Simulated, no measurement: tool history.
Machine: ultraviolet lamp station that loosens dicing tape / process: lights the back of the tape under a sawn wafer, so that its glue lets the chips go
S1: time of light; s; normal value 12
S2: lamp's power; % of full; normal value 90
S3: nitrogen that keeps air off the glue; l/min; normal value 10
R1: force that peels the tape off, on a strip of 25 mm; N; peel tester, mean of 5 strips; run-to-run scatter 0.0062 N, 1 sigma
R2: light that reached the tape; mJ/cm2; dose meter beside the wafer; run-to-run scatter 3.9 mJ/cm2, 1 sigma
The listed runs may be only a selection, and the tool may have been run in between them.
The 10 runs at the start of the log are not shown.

Run 11, hour 166.9: usual settings. Result: R1 0.238 N, R2 617 mJ/cm2.
Run 12, hour 183.2: usual settings. Result: R1 0.245 N, R2 611 mJ/cm2.
Run 13, hour 199.3: usual settings. Result: R1 0.236 N, R2 607 mJ/cm2.
Run 14, hour 220.6: usual settings but S3 5 l/min. Result: R1 0.386 N, R2 603 mJ/cm2.
Run 15, hour 233.7: usual settings but S3 4 l/min. Result: R1 0.452 N, R2 603 mJ/cm2.
Run 16, hour 247.7: usual settings but S3 4 l/min. Result: R1 0.44 N, R2 602 mJ/cm2.
Run 17, hour 259.3: usual settings. Result: R1 0.252 N, R2 599 mJ/cm2.
Run 18, hour 276.7: usual settings. Result: R1 0.256 N, R2 598 mJ/cm2.
Run 19, hour 295.8: usual settings. Result: R1 0.261 N, R2 591 mJ/cm2.
Run 20, hour 309.1: usual settings. Result: R1 0.239 N, R2 595 mJ/cm2.
Run 21, hour 317.9: usual settings. Result: R1 0.259 N, R2 595 mJ/cm2.
Run 22, hour 338: usual settings but S3 5 l/min. Result: R1 0.415 N, R2 592 mJ/cm2.
Run 23, hour 358.8: usual settings but S2 67 % of full, S3 4 l/min. Result: R1 0.857 N, R2 447 mJ/cm2.
Run 24, hour 377.7: usual settings but S2 76 % of full. Result: R1 0.397 N, R2 496 mJ/cm2.
Run 25, hour 396.3: usual settings but S2 74 % of full. Result: R1 0.425 N, R2 483 mJ/cm2.

For run 26, what comes out?
Run 26, hour 406.1: usual settings but S1 23 s, S2 74 % of full, S3 8 l/min. Result: R1 ?, R2 ?.

R1: 0.105 N
R2: 909 mJ/cm2
Without the tool's hidden state the same run would have given R1 0.083 N, R2 1047 mJ/cm2.
